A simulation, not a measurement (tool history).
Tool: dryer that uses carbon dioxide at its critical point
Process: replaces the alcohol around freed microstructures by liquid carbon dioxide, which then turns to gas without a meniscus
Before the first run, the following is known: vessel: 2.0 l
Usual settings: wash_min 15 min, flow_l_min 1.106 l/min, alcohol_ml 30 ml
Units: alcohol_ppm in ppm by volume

run 1 hour=0 | wash_min=15 flow_l_min=1.106 alcohol_ml=30 | alcohol_ppm=189
run 2 hour=66.5 | wash_min=15 flow_l_min=1.106 alcohol_ml=30 | alcohol_ppm=196
run 3 hour=108.1 | wash_min=15 flow_l_min=1.106 alcohol_ml=30 | alcohol_ppm=203
run 4 hour=172.1 | wash_min=15 flow_l_min=0.93 alcohol_ml=30 | alcohol_ppm=267
-- hour=195.1 purifier's bed changed
run 5 hour=222.7 | wash_min=15 flow_l_min=0.93 alcohol_ml=30 | alcohol_ppm=126
run 6 hour=271.1 | wash_min=15 flow_l_min=0.93 alcohol_ml=30 | alcohol_ppm=139
run 7 hour=306.8 | wash_min=15 flow_l_min=0.93 alcohol_ml=30 | alcohol_ppm=149
run 8 hour=363.6 | wash_min=15 flow_l_min=0.93 alcohol_ml=30 | alcohol_ppm=141
run 9 hour=397.7 | wash_min=15 flow_l_min=0.93 alcohol_ml=30 | alcohol_ppm=156
run 10 hour=445.4 | wash_min=20 flow_l_min=0.69 alcohol_ml=27 | alcohol_ppm=148
run 11 hour=494 | wash_min=12 flow_l_min=1.106 alcohol_ml=54 | alcohol_ppm=332
run 12 hour=541.7 | wash_min=9 flow_l_min=1.106 alcohol_ml=109 | alcohol_ppm=1917
run 13 hour=608.6 | wash_min=9 flow_l_min=1.26 alcohol_ml=59 | alcohol_ppm=695
-- hour=622.5 inlet filter changed
run 14 hour=644.1 | wash_min=9 flow_l_min=1.26 alcohol_ml=59 | alcohol_ppm=537
run 15 hour=711.8 | wash_min=15 flow_l_min=1.47 alcohol_ml=93 | alcohol_ppm=74
run 16 hour=741.4 | wash_min=10 flow_l_min=1.47 alcohol_ml=93 | alcohol_ppm=275
run 17 hour=802.3 | wash_min=10 flow_l_min=0.74 alcohol_ml=50 | alcohol_ppm=1825

5 options for the next run, each taken on its own from the tool as it stands now. Forecast them:
run A hour=844 | wash_min=14 flow_l_min=1.43 alcohol_ml=114 | alcohol_ppm=?
run B hour=844 | wash_min=15 flow_l_min=0.88 alcohol_ml=30 | alcohol_ppm=?
run C hour=844 | wash_min=13 flow_l_min=1.05 alcohol_ml=21 | alcohol_ppm=?
run D hour=844 | wash_min=20 flow_l_min=1.51 alcohol_ml=27 | alcohol_ppm=?
run E hour=844 | wash_min=20 flow_l_min=1.22 alcohol_ml=29 | alcohol_ppm=?

run=A alcohol_ppm=109
run=B alcohol_ppm=200
run=C alcohol_ppm=142
run=D alcohol_ppm=62
run=E alcohol_ppm=57
Without the tool's hidden state the same runs would have given:
run=A alcohol_ppm=48
run=B alcohol_ppm=131
run=C alcohol_ppm=80
run=D alcohol_ppm=6
run=E alcohol_ppm=2
